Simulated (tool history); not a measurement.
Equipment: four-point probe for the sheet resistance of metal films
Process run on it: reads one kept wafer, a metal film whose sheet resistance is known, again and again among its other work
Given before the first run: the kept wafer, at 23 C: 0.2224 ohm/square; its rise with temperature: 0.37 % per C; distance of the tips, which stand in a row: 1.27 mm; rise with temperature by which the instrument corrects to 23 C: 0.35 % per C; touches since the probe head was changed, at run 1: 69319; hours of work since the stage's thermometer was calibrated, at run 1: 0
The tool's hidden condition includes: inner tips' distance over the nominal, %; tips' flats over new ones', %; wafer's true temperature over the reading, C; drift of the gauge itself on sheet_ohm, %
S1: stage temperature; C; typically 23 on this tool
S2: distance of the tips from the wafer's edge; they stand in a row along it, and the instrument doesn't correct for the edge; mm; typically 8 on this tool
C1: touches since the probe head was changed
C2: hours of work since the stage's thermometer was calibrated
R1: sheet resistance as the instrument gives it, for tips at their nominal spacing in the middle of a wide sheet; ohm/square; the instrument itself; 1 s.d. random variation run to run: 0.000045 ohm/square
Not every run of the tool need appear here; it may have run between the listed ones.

Run 1, day 0.000: usual settings; C1 69319; C2 0. Result: R1 0.225729 ohm/square.
Run 2, day 3.862: usual settings; C1 72916; C2 51. Result: R1 0.225610 ohm/square.
Run 3, day 6.017: usual settings; C1 74923; C2 79. Result: R1 0.225525 ohm/square.
Run 4, day 8.404: usual settings; C1 77147; C2 111. Result: R1 0.225536 ohm/square.
Run 5, day 10.271: usual settings; C1 78888; C2 136. Result: R1 0.225488 ohm/square.
Run 6, day 12.083: usual settings; C1 80575; C2 160. Result: R1 0.225439 ohm/square.
Run 7, day 14.662: usual settings but S2 7 mm; C1 82978; C2 194. Result: R1 0.226272 ohm/square.
Run 8, day 17.225: usual settings but S1 27 C; C1 85364; C2 228. Result: R1 0.225590 ohm/square.
Run 9, day 20.017: usual settings but S1 27 C, S2 29 mm; C1 87967; C2 264. Result: R1 0.222762 ohm/square.
Run 10, day 22.058: usual settings but S1 30 C, S2 16 mm; C1 89869; C2 291. Result: R1 0.223354 ohm/square.
Run 11, day 24.038: usual settings but S1 30 C, S2 16 mm; C1 91709; C2 318. Result: R1 0.223438 ohm/square.
Run 12, day 27.404: usual settings but S1 26 C, S2 4 mm; C1 94847; C2 362. Result: R1 0.233851 ohm/square.
Run 13, day 31.238: usual settings but S1 33 C, S2 9 mm; C1 98416; C2 413. Result: R1 0.224972 ohm/square.
Run 14, day 34.679: usual settings but S1 33 C, S2 9 mm; C1 101624; C2 458. Result: R1 0.224950 ohm/square.
Run 15, day 37.212: usual settings but S1 18 C, S2 22 mm; C1 103983; C2 492. Result: R1 0.222344 ohm/square.
Run 16, day 40.233: usual settings but S1 27 C, S2 5 mm; C1 106797; C2 532. Result: R1 0.229808 ohm/square.
Run 17, day 42.742: usual settings but S1 21 C, S2 13 mm; C1 109133; C2 565. Result: R1 0.223062 ohm/square.

For each run, the measured value with the value that run would have given without the tool's hidden condition subtracted. The run-to-run variation is shared by both, the gauge scatter possibly not:
run         R1
  1  +0.000281
  2  +0.000224
  3  +0.000194
  4  +0.000161
  5  +0.000138
  6  +0.000113
  7  +0.000079
  8  +0.000047
  9  +0.000005
 10  -0.000026
 11  -0.000055
 12  -0.000110
 13  -0.000154
 14  -0.000200
 15  -0.000240
 16  -0.000288
 17  -0.000320

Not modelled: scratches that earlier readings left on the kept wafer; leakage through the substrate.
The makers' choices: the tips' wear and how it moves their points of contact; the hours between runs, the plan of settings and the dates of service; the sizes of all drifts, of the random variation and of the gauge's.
